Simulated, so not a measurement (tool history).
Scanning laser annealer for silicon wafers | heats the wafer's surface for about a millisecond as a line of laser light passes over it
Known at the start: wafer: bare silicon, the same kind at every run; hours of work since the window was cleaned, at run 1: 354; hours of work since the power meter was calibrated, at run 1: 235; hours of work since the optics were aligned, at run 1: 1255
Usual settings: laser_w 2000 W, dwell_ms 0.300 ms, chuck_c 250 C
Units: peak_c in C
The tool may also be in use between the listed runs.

run   hour  laser_w  dwell_ms  chuck_c  hours of work since the window was cleaned  hours of work since the power meter was calibrated  hours of work since the optics were aligned  peak_c
  1    0.0     2000     0.300      250                                         354                                                 235                                         1255    1012
  2   13.1     2000     0.300      250                                         364                                                 244                                         1264    1007
  3   45.1     1869     0.300      250                                         386                                                 266                                         1287     953
  4   76.1     2000     0.300      250                                         407                                                 288                                         1308    1006
  5   96.6     2000     0.300      250                                         422                                                 302                                         1323    1005
     104.3  -- optics aligned, line set to its width
     128.0  -- window over the wafer cleaned
  6  130.9     2000     0.300      250                                           2                                                 321                                           17     993
  7  157.7     2000     0.300      250                                          21                                                 340                                           36     989
  8  186.4     2000     0.279      250                                          41                                                 360                                           56     958
  9  207.8     1849     0.279      250                                          55                                                 375                                           71     900
 10  225.8     2000     0.300      250                                          68                                                 387                                           83     989
 11  248.4     2000     0.300      250                                          84                                                 403                                           99     986
     266.1  -- window over the wafer cleaned, once more
 12  282.3     1735     0.300      250                                          11                                                 425                                          121     924
 13  301.3     1735     0.300      250                                          24                                                 438                                          134     926
 14  317.9     1735     0.300      250                                          36                                                 450                                          146     922
 15  349.7     2184     0.300      250                                          58                                                 472                                          168    1114
 16  374.0     2184     0.300      250                                          75                                                 489                                          185    1114
 17  399.7     2000     0.281      250                                          93                                                 507                                          203    1003
 18  429.9     2000     0.300      250                                         114                                                 528                                          224    1031
 19  448.4     2000     0.300      250                                         127                                                 541                                          237    1034
 20  468.8     2000     0.300      250                                         141                                                 555                                          251    1026
 21  500.4     1843     0.259      281                                         163                                                 577                                          273     931
 22  519.3     1843     0.259      281                                         176                                                 590                                          286     933
 23  538.8     1843     0.259      281                                         190                                                 604                                          299     931
 24  555.3     1843     0.259      262                                         201                                                 615                                          311     912

Forecast run 25:
 25  570.6     1965     0.259      272                                         212                                                 626                                          322       ?

{"run 25": {"peak_c": 966}}
Without the tool's hidden state the same run would have given peak_c 980 C.
